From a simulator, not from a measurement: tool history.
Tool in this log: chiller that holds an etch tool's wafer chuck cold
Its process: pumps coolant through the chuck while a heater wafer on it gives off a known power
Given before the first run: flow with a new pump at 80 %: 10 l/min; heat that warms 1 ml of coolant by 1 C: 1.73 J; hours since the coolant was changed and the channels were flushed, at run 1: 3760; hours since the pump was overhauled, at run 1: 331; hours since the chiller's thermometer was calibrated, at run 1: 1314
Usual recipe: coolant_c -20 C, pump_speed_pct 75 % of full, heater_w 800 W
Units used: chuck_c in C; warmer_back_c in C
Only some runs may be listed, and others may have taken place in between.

run   hour  coolant_c  pump_speed_pct  heater_w  hours since the coolant was changed and the channels were flushed  hours since the pump was overhauled  hours since the chiller's thermometer was calibrated  chuck_c  warmer_back_c
  1    0.0        -20              75       800                                                               3760                                  331                                                  1314    -13.9           2.98
  2   41.7        -20              75       800                                                               3801                                  372                                                  1355    -13.8           2.99
  3   81.1        -20              75       800                                                               3841                                  412                                                  1395    -13.9           3.00
  4  120.8        -20              75       800                                                               3881                                  452                                                  1435    -14.0           3.04
  5  141.7        -20              75       800                                                               3901                                  472                                                  1455    -14.1           3.01
  6  159.4        -20              75       800                                                               3919                                  490                                                  1473    -14.0           3.05
  7  179.1        -20              75       772                                                               3939                                  510                                                  1493    -14.2           2.94
  8  208.5        -20              75       772                                                               3968                                  539                                                  1522    -14.0           2.98
  9  243.5        -20              75       800                                                               4003                                  574                                                  1557    -13.8           3.07
 10  274.8        -20              75       800                                                               4034                                  606                                                  1589    -14.0           3.11
 11  305.3        -20              75       800                                                               4065                                  636                                                  1619    -13.8           3.09
 12  341.5        -20              75       800                                                               4101                                  672                                                  1655    -13.9           3.14
 13  359.0        -20              75       800                                                               4119                                  690                                                  1673    -13.6           3.16
 14  380.8        -20              75       800                                                               4140                                  711                                                  1695    -13.8           3.10
 15  399.8        -20              75       800                                                               4160                                  731                                                  1714    -14.0           3.17
 16  433.6        -15              89       437                                                               4193                                  764                                                  1747    -11.8           1.63
 17  462.8        -15              75       625                                                               4223                                  794                                                  1777    -10.3           2.55
 18  504.9        -20              83       800                                                               4265                                  836                                                  1819    -14.4           2.93
 19  522.3        -22              66       800                                                               4282                                  853                                                  1836    -15.5           3.65
 20  558.3        -22              66       800                                                               4318                                  889                                                  1872    -15.6           3.60

For run 21, what comes out?
 21  600.6        -22              66       800                                                               4360                                  931                                                  1914        ?              ?

Run 21 measured chuck_c -15.4 C, warmer_back_c 3.70 C.
Were there no unlogged condition in the tool, this run, its random variation unchanged, would have produced chuck_c -15.4 C, warmer_back_c 3.37 C.
